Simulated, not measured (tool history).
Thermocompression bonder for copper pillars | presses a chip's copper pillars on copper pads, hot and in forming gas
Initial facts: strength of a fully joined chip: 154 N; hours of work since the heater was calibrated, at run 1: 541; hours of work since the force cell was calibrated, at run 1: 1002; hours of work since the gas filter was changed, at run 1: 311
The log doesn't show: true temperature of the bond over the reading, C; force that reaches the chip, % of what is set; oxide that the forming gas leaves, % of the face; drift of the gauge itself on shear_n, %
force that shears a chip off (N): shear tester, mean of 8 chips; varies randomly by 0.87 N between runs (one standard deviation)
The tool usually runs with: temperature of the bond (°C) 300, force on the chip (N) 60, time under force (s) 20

run     day  temperature of the bond (°C)  force on the chip (N)  time under force (s)  hours of work since the heater was calibrated  hours of work since the force cell was calibrated  hours of work since the gas filter was changed  force that shears a chip off (N)
  1       0                           300                     60                    20                                            541                                               1002                                             311                              58.9
      0.512  -- forming gas filter changed
  2   1.704                           300                     60                    20                                            571                                               1032                                              21                              62.2
  3   3.379                           300                     39                    20                                            600                                               1061                                              50                              44.1
  4   5.008                           300                     72                    20                                            629                                               1090                                              79                              69.6
  5   6.617                           300                     72                    20                                            657                                               1118                                             108                                70
  6   8.333                           328                     60                    20                                            688                                               1148                                             138                              84.6
  7   9.558                           300                     60                    15                                            709                                               1170                                             159                              52.7
  8  11.204                           300                     42                    20                                            738                                               1199                                             188                                43
  9  12.121                           300                     42                    20                                            754                                               1215                                             204                              43.1
 10   12.85                           300                     42                    20                                            767                                               1228                                             217                              42.4
 11  14.504                           300                     42                    20                                            796                                               1257                                             246                              42.8
 12  15.562                           300                     60                    20                                            815                                               1276                                             265                              55.7
 13  17.079                           300                     60                    20                                            842                                               1302                                             292                              57.8
 14  18.296                           300                     60                    20                                            863                                               1324                                             313                              55.6
     18.725  -- forming gas filter changed
 15  19.275                           300                     60                    20                                            880                                               1341                                              10                              59.9
 16  20.104                           300                     60                    20                                            895                                               1355                                              24                              59.2
 17  21.767                           300                     60                    18                                            924                                               1385                                              54                              55.2
 18  23.162                           300                     60                    21                                            948                                               1409                                              78                                59
 19  24.667                           300                     60                    20                                            975                                               1436                                             105                              56.1
 20  26.217                           300                     60                    20                                           1002                                               1463                                             132                              56.9
 21  26.917                           300                     60                    20                                           1014                                               1475                                             144                              56.9
 22  28.154                           327                     88                    20                                           1036                                               1497                                             166                              99.2
     29.304  -- heater calibrated with a thermocouple chip
 23   29.45                           327                     88                    20                                              3                                               1518                                             187                             107.7
 24  30.833                           327                     88                    20                                             27                                               1543                                             212                             108.7
 25   31.95                           300                     61                    20                                             47                                               1562                                             231                              63.7
 26  33.654                           278                     60                    20                                             77                                               1592                                             261                              43.7
 27  34.679                           278                     60                    20                                             95                                               1610                                             279                              43.3
 28  36.317                           319                     38                    18                                            123                                               1639                                             308                                52
       37.1  -- forming gas filter changed
     37.312  -- force cell calibrated
 29  37.404                           319                     38                    18                                            141                                                  2                                               4                              59.5
 30  38.471                           308                     45                    18                                            160                                                 20                                              23                              55.4
 31  39.538                           295                     54                    24                                            179                                                 39                                              42                              61.5
 32  40.358                           295                     54                    24                                            193                                                 54                                              56                              61.8
 33    41.3                           298                     54                    44                                            210                                                 70                                              73                              78.2
 34  42.562                           298                     54                    44                                            232                                                 92                                              95                              76.9
 35    44.2                           320                     41                    16                                            261                                                121                                             124                                56
 36  45.458                           320                     41                    24                                            283                                                143                                             146                              66.3
 37  46.804                           286                     60                    18                                            307                                                167                                             170                              50.8
 38  47.671                           286                     60                    18                                            322                                                182                                             185                              50.2
 39  48.538                           326                     39                    57                                            337                                                198                                             200                              89.8
 40  50.004                           295                     60                    38                                            363                                                223                                             226                              73.2

For each run, the measured value with the value that run would have given without the tool's hidden condition subtracted. The run-to-run variation is shared by both, the gauge scatter possibly not:
run  force that shears a chip off (N)
  1                             -11.9
  2                              -8.3
  3                              -6.9
  4                             -10.4
  5                             -11.3
  6                             -12.4
  7                             -10.7
  8                              -9.8
  9                             -10.2
 10                             -10.2
 11                               -11
 12                             -13.9
 13                               -15
 14                             -15.1
 15                             -11.8
 16                               -12
 17                             -12.4
 18                             -13.6
 19                             -13.9
 20                             -14.5
 21                             -15.1
 22                             -17.9
 23                              -9.9
 24                             -10.9
 25                              -8.9
 26                              -7.5
 27                              -7.8
 28                              -9.4
 29                              -2.1
 30                              -2.6
 31                              -3.3
 32                              -3.6
 33                              -4.6
 34                              -5.3
 35                              -4.8
 36                              -5.9
 37                              -5.8
 38                                -6
 39                              -8.9
 40                              -9.1
